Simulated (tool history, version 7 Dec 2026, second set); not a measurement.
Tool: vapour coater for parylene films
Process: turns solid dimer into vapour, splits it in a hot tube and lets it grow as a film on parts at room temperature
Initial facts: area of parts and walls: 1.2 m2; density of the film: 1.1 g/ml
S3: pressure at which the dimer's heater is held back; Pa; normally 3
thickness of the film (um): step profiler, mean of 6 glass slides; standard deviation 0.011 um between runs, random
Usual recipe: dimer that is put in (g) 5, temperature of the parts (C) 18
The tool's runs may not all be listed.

Run 1, hour 0: usual settings. Result: thickness of the film (um) 2.29.
Run 2, hour 26.6: usual settings. Result: thickness of the film (um) 2.27.
At hour 45.5: trap's valve overhauled.
Run 3, hour 50.8: usual settings. Result: thickness of the film (um) 2.46.
Run 4, hour 64.5: usual settings. Result: thickness of the film (um) 2.48.
Run 5, hour 81.7: usual settings. Result: thickness of the film (um) 2.47.
Run 6, hour 103: usual settings but dimer that is put in (g) 3. Result: thickness of the film (um) 1.47.
Run 7, hour 122: usual settings but dimer that is put in (g) 3, temperature of the parts (C) 23. Result: thickness of the film (um) 1.3.
Run 8, hour 142.2: usual settings. Result: thickness of the film (um) 2.47.
Run 9, hour 165.4: usual settings but temperature of the parts (C) 29. Result: thickness of the film (um) 1.86.
Run 10, hour 190.2: usual settings but temperature of the parts (C) 29. Result: thickness of the film (um) 1.84.
Run 11, hour 205.9: usual settings but temperature of the parts (C) 29. Result: thickness of the film (um) 1.85.
Run 12, hour 227.3: usual settings but temperature of the parts (C) 17. Result: thickness of the film (um) 2.5.
Run 13, hour 251.2: usual settings but temperature of the parts (C) 17. Result: thickness of the film (um) 2.48.
Run 14, hour 262.2: usual settings but temperature of the parts (C) 17. Result: thickness of the film (um) 2.47.
Run 15, hour 282: usual settings but temperature of the parts (C) 17. Result: thickness of the film (um) 2.47.
Run 16, hour 305.7: usual settings but dimer that is put in (g) 8, temperature of the parts (C) 17, S3 11.81 Pa. Result: thickness of the film (um) 3.47.
Run 17, hour 319.7: usual settings but dimer that is put in (g) 8, temperature of the parts (C) 17, S3 11.81 Pa. Result: thickness of the film (um) 3.47.
Run 18, hour 345.6: usual settings but dimer that is put in (g) 4, temperature of the parts (C) 22, S3 2.41 Pa. Result: thickness of the film (um) 1.77.
Run 19, hour 361.9: usual settings but dimer that is put in (g) 4, temperature of the parts (C) 22, S3 2.41 Pa. Result: thickness of the film (um) 1.76.
Run 20, hour 374.2: usual settings but dimer that is put in (g) 4, temperature of the parts (C) 22, S3 2.41 Pa. Result: thickness of the film (um) 1.77.
Run 21, hour 394.6: usual settings but dimer that is put in (g) 3, temperature of the parts (C) 26, S3 2.75 Pa. Result: thickness of the film (um) 1.17.
Run 22, hour 412.6: usual settings but dimer that is put in (g) 6, temperature of the parts (C) 13, S3 10.12 Pa. Result: thickness of the film (um) 2.9.
Run 23, hour 429.3: usual settings but S3 5.23 Pa. Result: thickness of the film (um) 2.25.
Run 24, hour 456: usual settings but S3 5.23 Pa. Result: thickness of the film (um) 2.22.
Run 25, hour 467.4: usual settings but dimer that is put in (g) 2, temperature of the parts (C) 26. Result: thickness of the film (um) 0.77.

What does the tool deliver on the next run?
Run 26, hour 480.9: usual settings but dimer that is put in (g) 2, temperature of the parts (C) 26, S3 3.28 Pa. Result: thickness of the film (um) ?.

thickness of the film (um): 0.77
Take away the tool's hidden state, keep the run-to-run variation as it was, and the same run would have given thickness of the film (um) 0.8.

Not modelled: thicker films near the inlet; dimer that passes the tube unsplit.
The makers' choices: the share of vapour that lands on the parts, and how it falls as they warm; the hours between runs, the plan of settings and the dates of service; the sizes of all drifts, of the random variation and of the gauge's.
